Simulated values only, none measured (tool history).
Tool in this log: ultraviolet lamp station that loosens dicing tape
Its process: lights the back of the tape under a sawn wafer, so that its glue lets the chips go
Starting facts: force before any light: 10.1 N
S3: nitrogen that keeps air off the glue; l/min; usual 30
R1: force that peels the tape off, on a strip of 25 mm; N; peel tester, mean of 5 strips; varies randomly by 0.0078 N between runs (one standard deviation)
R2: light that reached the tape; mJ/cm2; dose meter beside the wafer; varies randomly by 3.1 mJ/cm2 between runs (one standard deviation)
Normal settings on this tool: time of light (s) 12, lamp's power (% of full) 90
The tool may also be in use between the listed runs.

{"run": 1, "day": 0.0, "time of light (s)": 12, "lamp's power (% of full)": 90, "S3": 30, "R1": 0.419, "R2": 394}
{"run": 2, "day": 1.675, "time of light (s)": 12, "lamp's power (% of full)": 90, "S3": 30, "R1": 0.432, "R2": 377}
{"run": 3, "day": 2.467, "time of light (s)": 12, "lamp's power (% of full)": 90, "S3": 30, "R1": 0.472, "R2": 364}
{"run": 4, "day": 3.562, "time of light (s)": 11, "lamp's power (% of full)": 90, "S3": 30, "R1": 0.572, "R2": 332}
{"run": 5, "day": 5.308, "time of light (s)": 11, "lamp's power (% of full)": 90, "S3": 30, "R1": 0.63, "R2": 316}
{"run": 6, "day": 6.904, "time of light (s)": 11, "lamp's power (% of full)": 85, "S3": 30, "R1": 0.793, "R2": 289}
{"run": 7, "day": 8.346, "time of light (s)": 7, "lamp's power (% of full)": 94, "S3": 30, "R1": 1.678, "R2": 197}
{"run": 8, "day": 9.392, "time of light (s)": 10, "lamp's power (% of full)": 82, "S3": 30, "R1": 1.108, "R2": 239}
{"run": 9, "day": 10.112, "time of light (s)": 12, "lamp's power (% of full)": 66, "S3": 22, "R1": 1.535, "R2": 226}
{"run": 10, "day": 10.846, "time of light (s)": 12, "lamp's power (% of full)": 90, "S3": 9, "R1": 1.724, "R2": 303}

Below are 4 alternative next runs, each starting from the tool's condition after run 10. Predict each:
{"run": "A", "day": 12.342, "time of light (s)": 19, "lamp's power (% of full)": 90, "S3": 34, "R1": "?", "R2": "?"}
{"run": "B", "day": 12.342, "time of light (s)": 23, "lamp's power (% of full)": 64, "S3": 49, "R1": "?", "R2": "?"}
{"run": "C", "day": 12.342, "time of light (s)": 8, "lamp's power (% of full)": 70, "S3": 30, "R1": "?", "R2": "?"}
{"run": "D", "day": 12.342, "time of light (s)": 12, "lamp's power (% of full)": 69, "S3": 12, "R1": "?", "R2": "?"}

run=A R1=0.28 R2=469
run=B R1=0.312 R2=399
run=C R1=2.37 R2=155
run=D R1=2.276 R2=226
Without the tool's hidden state the same runs would have given:
run=A R1=0.2 R2=753
run=B R1=0.21 R2=641
run=C R1=1.074 R2=248
run=D R1=1.003 R2=363
